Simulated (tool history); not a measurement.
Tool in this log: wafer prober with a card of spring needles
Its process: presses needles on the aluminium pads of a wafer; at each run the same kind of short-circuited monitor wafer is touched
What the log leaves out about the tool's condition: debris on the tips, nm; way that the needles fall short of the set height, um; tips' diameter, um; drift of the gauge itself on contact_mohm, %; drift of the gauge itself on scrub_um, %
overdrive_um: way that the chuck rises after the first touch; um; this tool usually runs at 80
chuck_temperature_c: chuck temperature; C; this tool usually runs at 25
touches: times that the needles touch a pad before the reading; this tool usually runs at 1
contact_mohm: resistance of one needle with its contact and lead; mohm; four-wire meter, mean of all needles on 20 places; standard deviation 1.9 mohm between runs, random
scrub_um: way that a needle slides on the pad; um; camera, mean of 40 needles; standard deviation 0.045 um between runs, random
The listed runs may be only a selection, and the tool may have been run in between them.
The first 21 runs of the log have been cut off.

run,day,overdrive_um,chuck_temperature_c,touches,touches since the tips were cleaned,cleanings since the card got new needles,touches since the first contact's height was set,contact_mohm,scrub_um
22,6.475,67,43,2,6514,10,17433,246,16.46
# day 6.646: tips cleaned on abrasive film
23,6.708,62,48,3,573,11,19550,223,15.25
24,7.133,92,69,1,4507,11,23484,262,22.52
25,7.446,92,69,1,7364,11,26341,272,22.59
# day 7.525: tips cleaned on abrasive film
26,7.875,92,69,1,3223,12,30281,255,22.48
27,8.104,80,25,2,5342,12,32400,237,19.61
28,8.362,89,25,2,7740,12,34798,238,21.85
# day 8.433: tips cleaned on abrasive film
29,8.821,62,93,2,3583,13,38976,246,15.14
30,9.271,62,93,2,7756,13,43149,260,15.18
# day 9.346: tips cleaned on abrasive film
31,9.729,63,74,1,3523,14,47325,264,15.47
32,10.15,68,101,2,7415,14,51217,262,16.69
# day 10.238: tips cleaned on abrasive film
33,10.454,68,65,3,1990,15,54004,228,16.54
34,10.775,68,76,3,4950,15,56964,238,16.66
# day 11.154: tips cleaned on abrasive film
35,11.221,78,68,2,599,16,61038,230,19.04

3 options for the next run, each taken on its own from the tool as it stands now. Forecast them:
A,11.479,80,25,1,3008,16,63447,?,?
B,11.479,80,41,1,3008,16,63447,?,?
C,11.479,81,25,1,3008,16,63447,?,?

run,contact_mohm,scrub_um
A,242,19.57
B,250,19.51
C,243,19.72
Stripped of hidden state, with their random variation kept, the same runs would have yielded:
run,contact_mohm,scrub_um
A,207,19.69
B,215,19.62
C,208,19.84
